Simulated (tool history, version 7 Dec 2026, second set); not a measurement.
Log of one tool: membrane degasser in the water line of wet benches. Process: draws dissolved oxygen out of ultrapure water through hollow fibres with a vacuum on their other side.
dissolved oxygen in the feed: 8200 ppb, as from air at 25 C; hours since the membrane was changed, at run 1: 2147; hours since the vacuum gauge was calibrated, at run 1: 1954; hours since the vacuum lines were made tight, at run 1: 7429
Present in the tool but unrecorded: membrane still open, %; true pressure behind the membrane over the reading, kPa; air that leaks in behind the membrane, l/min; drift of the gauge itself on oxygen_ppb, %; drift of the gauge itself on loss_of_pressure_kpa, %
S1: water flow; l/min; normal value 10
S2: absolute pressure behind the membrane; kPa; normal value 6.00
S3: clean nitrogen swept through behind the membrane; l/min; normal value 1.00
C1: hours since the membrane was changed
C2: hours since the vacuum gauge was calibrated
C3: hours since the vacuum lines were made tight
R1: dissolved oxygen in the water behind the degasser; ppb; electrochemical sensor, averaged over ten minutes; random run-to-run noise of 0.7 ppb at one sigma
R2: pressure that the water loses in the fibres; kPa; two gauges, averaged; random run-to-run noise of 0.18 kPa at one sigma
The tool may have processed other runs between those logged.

| run | hour | S1 | S2 | S3 | C1 | C2 | C3 | R1 | R2 |
|---|---|---|---|---|---|---|---|---|---|
| 1 | 0.0 | 10 | 6.00 | 1.00 | 2147 | 1954 | 7429 | 73.1 | 35.16 |
| 2 | 127.6 | 10 | 6.00 | 1.00 | 2274 | 2081 | 7557 | 74.6 | 35.29 |
| 3 | 236.1 | 10 | 6.00 | 1.00 | 2383 | 2190 | 7665 | 73.9 | 35.41 |
| 4 | 341.5 | 10 | 6.00 | 1.00 | 2488 | 2295 | 7771 | 73.6 | 35.14 |
| 5 | 483.3 | 10 | 6.00 | 1.00 | 2630 | 2437 | 7913 | 74.1 | 35.35 |
| 6 | 597.0 | 10 | 12.10 | 1.00 | 2744 | 2551 | 8026 | 214.2 | 35.31 |
| 7 | 663.5 | 10 | 11.17 | 1.00 | 2810 | 2617 | 8093 | 193.8 | 34.86 |
|  | 744.9 | seals of the vacuum lines changed |
| 8 | 811.9 | 10 | 11.17 | 1.00 | 2957 | 2764 | 67 | 194.0 | 34.94 |
| 9 | 898.7 | 10 | 6.00 | 1.00 | 3044 | 2851 | 154 | 73.2 | 35.34 |
| 10 | 998.2 | 10 | 6.00 | 1.00 | 3143 | 2950 | 253 | 72.5 | 35.04 |
| 11 | 1133.8 | 10 | 6.00 | 1.00 | 3279 | 3086 | 389 | 74.2 | 35.03 |
| 12 | 1241.6 | 10 | 6.00 | 1.00 | 3387 | 3194 | 497 | 74.7 | 35.37 |
| 13 | 1380.9 | 10 | 6.00 | 1.00 | 3526 | 3333 | 636 | 74.4 | 35.30 |
| 14 | 1469.0 | 10 | 7.83 | 1.00 | 3614 | 3421 | 724 | 116.8 | 35.49 |
| 15 | 1561.6 | 10 | 7.83 | 1.00 | 3706 | 3513 | 817 | 115.9 | 35.23 |
| 16 | 1642.3 | 10 | 7.83 | 1.00 | 3787 | 3594 | 897 | 116.9 | 35.78 |
| 17 | 1748.5 | 10 | 12.52 | 2.47 | 3893 | 3700 | 1004 | 99.2 | 35.38 |
| 18 | 1857.5 | 10 | 12.52 | 2.47 | 4002 | 3809 | 1113 | 99.5 | 35.59 |
| 19 | 1947.4 | 10 | 12.52 | 2.47 | 4092 | 3899 | 1203 | 99.9 | 35.66 |
| 20 | 2045.2 | 10 | 8.55 | 2.03 | 4190 | 3997 | 1300 | 73.4 | 35.04 |

Forecast run 21:
| 21 | 2148.0 | 14 | 6.00 | 0.59 | 4293 | 4100 | 1403 | ? | ? |

Run 21 measured R1 160.1 ppb, R2 49.70 kPa.
Take away the tool's hidden state, keep the run-to-run variation as it was, and the same run would have given R1 159.9 ppb, R2 49.67 kPa.
